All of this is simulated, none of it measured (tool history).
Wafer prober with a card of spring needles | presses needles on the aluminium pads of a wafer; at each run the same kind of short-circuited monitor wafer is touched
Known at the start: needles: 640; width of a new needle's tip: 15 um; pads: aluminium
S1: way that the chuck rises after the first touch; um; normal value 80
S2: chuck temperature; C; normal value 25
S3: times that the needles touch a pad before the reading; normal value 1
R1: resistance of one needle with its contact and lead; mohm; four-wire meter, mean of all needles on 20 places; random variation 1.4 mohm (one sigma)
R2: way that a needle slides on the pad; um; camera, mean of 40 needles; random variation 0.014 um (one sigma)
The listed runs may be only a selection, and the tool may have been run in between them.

run	hour	S1	S2	S3	R1	R2
1	0	80	25	1	169	12.11
# hour 5.7: tips cleaned on abrasive film
# hour 14.8: tips cleaned on abrasive film
2	14.8	80	25	1	127	12.08
# hour 23.9: tips cleaned on abrasive film
3	27.9	80	25	1	170	12.09
# hour 32.8: tips cleaned on abrasive film
# hour 41.9: tips cleaned on abrasive film
4	43.6	80	25	1	146	12.05
# hour 51.8: tips cleaned on abrasive film
5	54.4	80	25	1	154	12.07
# hour 61: tips cleaned on abrasive film
6	68.5	80	25	1	208	12.04
# hour 70: tips cleaned on abrasive film
# hour 79.3: tips cleaned on abrasive film
7	82.9	80	25	2	150	12.04
# hour 88.9: tips cleaned on abrasive film
8	96.2	80	25	2	171	12.02
# hour 98.5: tips cleaned on abrasive film
# hour 108.1: tips cleaned on abrasive film
9	113.7	85	25	1	182	12.76
# hour 116.5: height of the first contact set anew
# hour 117.7: tips cleaned on abrasive film
10	123.9	80	99	1	196	12.23
# hour 126.5: tips cleaned on abrasive film
# hour 135.9: tips cleaned on abrasive film
11	136.4	80	25	1	129	12.24
# hour 145.2: tips cleaned on abrasive film
12	145.2	80	25	1	128	12.21
# hour 154.5: tips cleaned on abrasive film
13	156.1	80	25	1	145	12.18
# hour 163.4: tips cleaned on abrasive film
14	171.6	80	25	1	210	12.2
# hour 173.3: tips cleaned on abrasive film
# hour 183: tips cleaned on abrasive film
15	188.8	80	25	1	190	12.17
# hour 192.6: tips cleaned on abrasive film
# hour 201.9: tips cleaned on abrasive film
16	202	80	25	1	128	12.17
# hour 211.3: tips cleaned on abrasive film
17	212.1	63	70	1	153	9.55
# hour 221.3: tips cleaned on abrasive film
18	228	63	70	1	256	9.54
# hour 230.7: tips cleaned on abrasive film
# hour 239.4: tips cleaned on abrasive film
19	242.8	72	34	2	155	10.92
# hour 248.1: tips cleaned on abrasive film
# hour 257.8: tips cleaned on abrasive film
20	260	72	46	2	144	10.9
# hour 267.2: tips cleaned on abrasive film
21	271.1	72	46	3	145	10.89
# hour 276.1: tips cleaned on abrasive film
22	279.5	92	80	1	159	13.95
# hour 284.9: tips cleaned on abrasive film
23	292.1	78	40	2	180	11.8
# hour 293.7: tips cleaned on abrasive film
24	301	86	40	1	193	13.02
# hour 302.8: tips cleaned on abrasive film
# hour 311.7: tips cleaned on abrasive film
25	315.7	86	40	1	171	12.96

Run 26 is up next; what results do you expect?
# hour 320.4: tips cleaned on abrasive film
26	328.7	86	40	1	?	?

Logged for run 26: R1 208 mohm, R2 12.96 um.
With no hidden state in the tool, this same run would have given R1 117 mohm, R2 13.14 um.

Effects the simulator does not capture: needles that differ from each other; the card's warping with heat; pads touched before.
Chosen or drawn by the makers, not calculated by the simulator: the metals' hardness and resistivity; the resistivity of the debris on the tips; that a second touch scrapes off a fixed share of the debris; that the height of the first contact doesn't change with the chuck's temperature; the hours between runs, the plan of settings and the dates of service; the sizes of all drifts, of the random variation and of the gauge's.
